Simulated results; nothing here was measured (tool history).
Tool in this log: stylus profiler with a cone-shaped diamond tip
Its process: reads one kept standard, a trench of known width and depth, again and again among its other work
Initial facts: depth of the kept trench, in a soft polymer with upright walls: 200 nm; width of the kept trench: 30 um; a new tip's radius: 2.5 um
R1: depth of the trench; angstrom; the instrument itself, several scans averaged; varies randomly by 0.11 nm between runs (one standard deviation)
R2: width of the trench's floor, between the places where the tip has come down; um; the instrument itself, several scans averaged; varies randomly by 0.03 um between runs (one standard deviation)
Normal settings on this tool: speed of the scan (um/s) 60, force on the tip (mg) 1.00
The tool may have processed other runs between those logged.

run 1 day=0.000 | speed_of_the_scan_(um/s)=60 force_on_the_tip_(mg)=1.00 | R1=2016.3 R2=27.50
run 2 day=0.467 | speed_of_the_scan_(um/s)=60 force_on_the_tip_(mg)=1.00 | R1=2015.4 R2=27.46
run 3 day=1.012 | speed_of_the_scan_(um/s)=60 force_on_the_tip_(mg)=1.00 | R1=2012.4 R2=27.44
run 4 day=1.633 | speed_of_the_scan_(um/s)=60 force_on_the_tip_(mg)=1.00 | R1=2016.5 R2=27.41
run 5 day=2.258 | speed_of_the_scan_(um/s)=60 force_on_the_tip_(mg)=1.00 | R1=2012.7 R2=27.40
run 6 day=2.712 | speed_of_the_scan_(um/s)=60 force_on_the_tip_(mg)=1.00 | R1=2015.2 R2=27.43
run 7 day=3.458 | speed_of_the_scan_(um/s)=26 force_on_the_tip_(mg)=1.00 | R1=2015.4 R2=27.69
run 8 day=4.004 | speed_of_the_scan_(um/s)=60 force_on_the_tip_(mg)=1.00 | R1=2015.8 R2=27.34
run 9 day=4.500 | speed_of_the_scan_(um/s)=60 force_on_the_tip_(mg)=1.00 | R1=2015.4 R2=27.34
run 10 day=5.133 | speed_of_the_scan_(um/s)=60 force_on_the_tip_(mg)=1.00 | R1=2016.5 R2=27.38
run 11 day=5.846 | speed_of_the_scan_(um/s)=60 force_on_the_tip_(mg)=1.00 | R1=2013.8 R2=27.31
run 12 day=6.421 | speed_of_the_scan_(um/s)=60 force_on_the_tip_(mg)=1.00 | R1=2013.5 R2=27.26
run 13 day=6.975 | speed_of_the_scan_(um/s)=60 force_on_the_tip_(mg)=1.00 | R1=2015.5 R2=27.18
run 14 day=7.458 | speed_of_the_scan_(um/s)=60 force_on_the_tip_(mg)=1.00 | R1=2016.2 R2=27.19
run 15 day=7.875 | speed_of_the_scan_(um/s)=60 force_on_the_tip_(mg)=1.00 | R1=2013.3 R2=27.25
run 16 day=8.392 | speed_of_the_scan_(um/s)=60 force_on_the_tip_(mg)=1.00 | R1=2015.5 R2=27.18
run 17 day=9.062 | speed_of_the_scan_(um/s)=60 force_on_the_tip_(mg)=1.62 | R1=2022.5 R2=27.32
run 18 day=9.588 | speed_of_the_scan_(um/s)=60 force_on_the_tip_(mg)=1.62 | R1=2020.4 R2=27.34
run 19 day=10.288 | speed_of_the_scan_(um/s)=60 force_on_the_tip_(mg)=0.43 | R1=2010.1 R2=26.86
run 20 day=10.679 | speed_of_the_scan_(um/s)=30 force_on_the_tip_(mg)=0.43 | R1=2008.8 R2=27.28
run 21 day=11.446 | speed_of_the_scan_(um/s)=222 force_on_the_tip_(mg)=0.51 | R1=2010.2 R2=24.75
run 22 day=11.917 | speed_of_the_scan_(um/s)=19 force_on_the_tip_(mg)=2.92 | R1=2031.6 R2=27.64
run 23 day=12.621 | speed_of_the_scan_(um/s)=170 force_on_the_tip_(mg)=0.35 | R1=2010.6 R2=24.97
run 24 day=13.483 | speed_of_the_scan_(um/s)=170 force_on_the_tip_(mg)=0.38 | R1=2011.9 R2=25.02
run 25 day=13.871 | speed_of_the_scan_(um/s)=170 force_on_the_tip_(mg)=0.38 | R1=2010.5 R2=25.04
run 26 day=14.579 | speed_of_the_scan_(um/s)=40 force_on_the_tip_(mg)=0.64 | R1=2013.9 R2=27.18
run 27 day=15.346 | speed_of_the_scan_(um/s)=40 force_on_the_tip_(mg)=0.64 | R1=2013.1 R2=27.13
run 28 day=16.100 | speed_of_the_scan_(um/s)=51 force_on_the_tip_(mg)=1.22 | R1=2019.0 R2=27.16
run 29 day=16.746 | speed_of_the_scan_(um/s)=51 force_on_the_tip_(mg)=1.22 | R1=2019.2 R2=27.17
run 30 day=17.271 | speed_of_the_scan_(um/s)=148 force_on_the_tip_(mg)=1.00 | R1=2016.5 R2=26.16
run 31 day=17.988 | speed_of_the_scan_(um/s)=148 force_on_the_tip_(mg)=1.00 | R1=2018.5 R2=26.16
run 32 day=18.367 | speed_of_the_scan_(um/s)=177 force_on_the_tip_(mg)=1.36 | R1=2020.9 R2=26.12
run 33 day=18.750 | speed_of_the_scan_(um/s)=104 force_on_the_tip_(mg)=0.40 | R1=2011.9 R2=26.00
run 34 day=19.208 | speed_of_the_scan_(um/s)=159 force_on_the_tip_(mg)=1.83 | R1=2021.7 R2=26.40
run 35 day=19.812 | speed_of_the_scan_(um/s)=124 force_on_the_tip_(mg)=0.55 | R1=2012.1 R2=25.93
run 36 day=20.492 | speed_of_the_scan_(um/s)=215 force_on_the_tip_(mg)=0.38 | R1=2011.1 R2=24.19
run 37 day=21.042 | speed_of_the_scan_(um/s)=50 force_on_the_tip_(mg)=0.35 | R1=2009.5 R2=26.65

What does the tool deliver on the next run?
run 38 day=21.571 | speed_of_the_scan_(um/s)=74 force_on_the_tip_(mg)=0.40 | R1=? R2=?

Run 38 came out at R1 2010.4 angstrom, R2 26.29 um.
On a tool with no hidden condition, and with the same random variation, this run would have come out at R1 2006.0 angstrom, R2 26.89 um.

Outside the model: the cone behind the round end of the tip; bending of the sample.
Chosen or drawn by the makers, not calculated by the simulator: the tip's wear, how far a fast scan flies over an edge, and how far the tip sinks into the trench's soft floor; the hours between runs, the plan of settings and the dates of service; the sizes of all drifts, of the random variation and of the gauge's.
